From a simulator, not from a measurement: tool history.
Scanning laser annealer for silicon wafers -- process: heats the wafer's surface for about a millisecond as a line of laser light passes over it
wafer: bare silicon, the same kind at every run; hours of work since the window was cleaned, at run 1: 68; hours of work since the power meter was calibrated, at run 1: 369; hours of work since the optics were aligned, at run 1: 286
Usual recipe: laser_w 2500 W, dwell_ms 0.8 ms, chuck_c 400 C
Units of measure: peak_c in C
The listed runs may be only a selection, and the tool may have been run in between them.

run,day,laser_w,dwell_ms,chuck_c,hours of work since the window was cleaned,hours of work since the power meter was calibrated,hours of work since the optics were aligned,peak_c
1,0,2500,0.8,400,68,369,286,1160
2,0.496,2500,0.8,388,76,377,294,1144
3,0.95,2500,0.8,411,84,385,302,1168
4,1.479,2500,0.8,411,93,394,311,1165
5,2.117,2500,0.8,400,103,404,322,1156
6,2.771,2500,0.8,400,114,415,332,1154
7,3.1,2500,0.8,400,120,421,338,1150
8,3.608,2500,0.8,400,128,429,347,1153
9,3.908,2500,0.8,400,133,434,352,1149
10,4.292,2500,0.8,400,140,441,358,1150
11,4.675,2500,0.8,400,146,447,364,1149
12,5.25,2500,0.8,400,156,457,374,1145
13,5.525,2500,0.8,400,161,462,379,1147
14,6.058,2500,0.8,400,169,470,388,1146
15,6.625,2500,0.8,398,179,480,397,1143
16,7.021,2512,0.8,400,186,487,404,1148
17,7.567,2512,0.8,400,195,496,413,1145
18,8.046,2512,0.8,400,203,504,421,1142
19,8.583,2512,0.8,428,212,513,430,1170
20,8.867,2500,0.8,400,217,518,435,1138
21,9.35,2561,0.8,400,225,526,443,1158
22,9.833,2561,0.752,400,233,534,451,1134
23,10.333,2579,0.969,400,241,542,459,1234
24,10.942,2579,0.969,400,251,552,470,1233
25,11.4,2327,0.696,400,259,560,477,1036
26,11.871,2197,0.8,386,267,568,485,1018
27,12.279,2500,0.8,386,274,575,492,1117
28,12.721,2164,0.924,367,281,582,499,1035
29,13.104,2164,0.924,367,288,589,506,1035
30,13.462,2164,0.924,367,294,595,512,1035
31,13.804,2601,0.63,440,299,600,518,1125
32,14.146,2601,0.965,410,305,606,523,1238
33,14.742,2690,0.905,367,315,616,533,1202
34,15.142,2222,0.8,434,322,623,540,1071
35,15.771,2500,0.745,400,332,633,551,1102
36,16.258,2500,0.874,400,341,642,559,1155
37,16.9,2500,0.874,400,351,652,570,1152
38,17.229,2500,0.874,400,357,658,575,1150
39,17.762,2500,0.874,400,366,667,584,1150
40,18.429,2473,0.719,391,377,678,595,1066
41,18.829,2473,0.719,391,384,685,602,1070

Below, each run's measurement less what the same run would have read without the hidden state. Both values contain the same run-to-run variation, but the gauge's scatter may not be the same in both:
The hidden state here: light that passes the window, % of a clean one's; laser's true power over the reading, %; width of the line over the set one, %; drift of the gauge itself on peak_c, C.
run,peak_c
1,-10
2,-12
3,-12
4,-14
5,-15
6,-16
7,-17
8,-18
9,-18
10,-19
11,-20
12,-21
13,-22
14,-23
15,-24
16,-25
17,-26
18,-27
19,-29
20,-29
21,-30
22,-31
23,-36
24,-37
25,-29
26,-30
27,-36
28,-34
29,-34
30,-34
31,-37
32,-46
33,-47
34,-36
35,-42
36,-46
37,-48
38,-48
39,-49
40,-45
41,-46

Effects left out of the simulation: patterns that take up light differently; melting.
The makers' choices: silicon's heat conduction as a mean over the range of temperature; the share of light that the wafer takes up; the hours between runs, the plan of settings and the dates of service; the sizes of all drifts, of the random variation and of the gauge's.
